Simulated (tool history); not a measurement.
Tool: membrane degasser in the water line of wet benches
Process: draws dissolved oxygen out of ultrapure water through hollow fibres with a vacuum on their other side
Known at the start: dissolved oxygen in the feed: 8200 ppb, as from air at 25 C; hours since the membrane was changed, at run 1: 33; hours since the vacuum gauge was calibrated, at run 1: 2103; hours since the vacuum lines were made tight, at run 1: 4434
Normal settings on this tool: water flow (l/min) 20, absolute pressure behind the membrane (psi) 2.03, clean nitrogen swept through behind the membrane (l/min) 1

| run | hour | water flow (l/min) | absolute pressure behind the membrane (psi) | clean nitrogen swept through behind the membrane (l/min) | hours since the membrane was changed | hours since the vacuum gauge was calibrated | hours since the vacuum lines were made tight | dissolved oxygen in the water behind the degasser (ppb) | pressure that the water loses in the fibres (psi) |
|---|---|---|---|---|---|---|---|---|---|
| 1 | 0 | 20 | 2.03 | 1 | 33 | 2103 | 4434 | 504.2 | 7.905 |
| 2 | 52.8 | 20 | 2.03 | 1 | 86 | 2156 | 4486 | 500 | 7.921 |
| 3 | 129 | 20 | 2.03 | 1 | 162 | 2232 | 4563 | 495.2 | 7.918 |
| 4 | 220.3 | 20 | 2.03 | 1 | 254 | 2324 | 4654 | 507.7 | 7.954 |
| 5 | 283.2 | 20 | 2.03 | 1 | 316 | 2387 | 4717 | 505.4 | 8.003 |
| 6 | 330.8 | 19 | 2.03 | 1 | 364 | 2434 | 4764 | 467.8 | 7.583 |
| 7 | 431.6 | 20 | 2.03 | 2.19 | 465 | 2535 | 4865 | 271.9 | 7.932 |
| 8 | 490.4 | 20 | 2.03 | 2.19 | 524 | 2594 | 4924 | 270.1 | 8.012 |
| 9 | 538.3 | 20 | 2.03 | 1 | 571 | 2642 | 4972 | 496.8 | 7.996 |
| 10 | 606.3 | 20 | 2.03 | 1 | 639 | 2710 | 5040 | 503.1 | 7.957 |
| 11 | 702.6 | 20 | 2.03 | 1 | 736 | 2806 | 5136 | 497.9 | 7.984 |
| 12 | 772.6 | 19 | 2.03 | 1 | 806 | 2876 | 5206 | 471.6 | 7.594 |
| 13 | 882.2 | 19 | 2.03 | 1 | 915 | 2986 | 5316 | 474.9 | 7.568 |
| 14 | 953.8 | 29 | 4.66 | 0.86 | 987 | 3057 | 5387 | 1741.8 | 11.558 |
| 15 | 1057.5 | 29 | 4.66 | 0.86 | 1091 | 3161 | 5491 | 1748.1 | 11.574 |
| 16 | 1105.8 | 29 | 4.66 | 0.86 | 1139 | 3209 | 5539 | 1764.8 | 11.586 |
| 17 | 1160.9 | 29 | 4.66 | 0.86 | 1194 | 3264 | 5594 | 1749.4 | 11.516 |
| 18 | 1223.7 | 20 | 2.03 | 0.75 | 1257 | 3327 | 5657 | 625.2 | 7.918 |
| 19 | 1313.2 | 20 | 4.05 | 1 | 1346 | 3417 | 5747 | 1010.7 | 8 |
| 20 | 1413.4 | 20 | 2.09 | 1 | 1447 | 3517 | 5847 | 515.4 | 7.957 |
| 21 | 1479.5 | 29 | 1.67 | 2.17 | 1513 | 3583 | 5913 | 376.8 | 11.562 |
| 22 | 1566.2 | 15 | 1.33 | 1.9 | 1599 | 3670 | 6000 | 128.3 | 5.989 |
| 23 | 1627 | 15 | 1.33 | 1.9 | 1660 | 3730 | 6061 | 128.4 | 5.938 |
| 24 | 1698.3 | 15 | 1.33 | 0.93 | 1731 | 3802 | 6132 | 230.4 | 5.951 |

Predict each of these 3 candidate next runs independently; none follows another, all start after run 24:
| A | 1783.5 | 13 | 2.03 | 1 | 1817 | 3887 | 6217 | ? | ? |
| B | 1783.5 | 12 | 1.23 | 0.93 | 1817 | 3887 | 6217 | ? | ? |
| C | 1783.5 | 15 | 1.7 | 0.45 | 1817 | 3887 | 6217 | ? | ? |

| run | dissolved oxygen in the water behind the degasser (ppb) | pressure that the water loses in the fibres (psi) |
|---|---|---|
| A | 323.8 | 5.214 |
| B | 162 | 4.836 |
| C | 575.1 | 6.022 |
Take away the tool's hidden state, keep each run's random variation, and the runs would have read:
| run | dissolved oxygen in the water behind the degasser (ppb) | pressure that the water loses in the fibres (psi) |
|---|---|---|
| A | 323.6 | 5.213 |
| B | 161.9 | 4.836 |
| C | 574.9 | 6.021 |
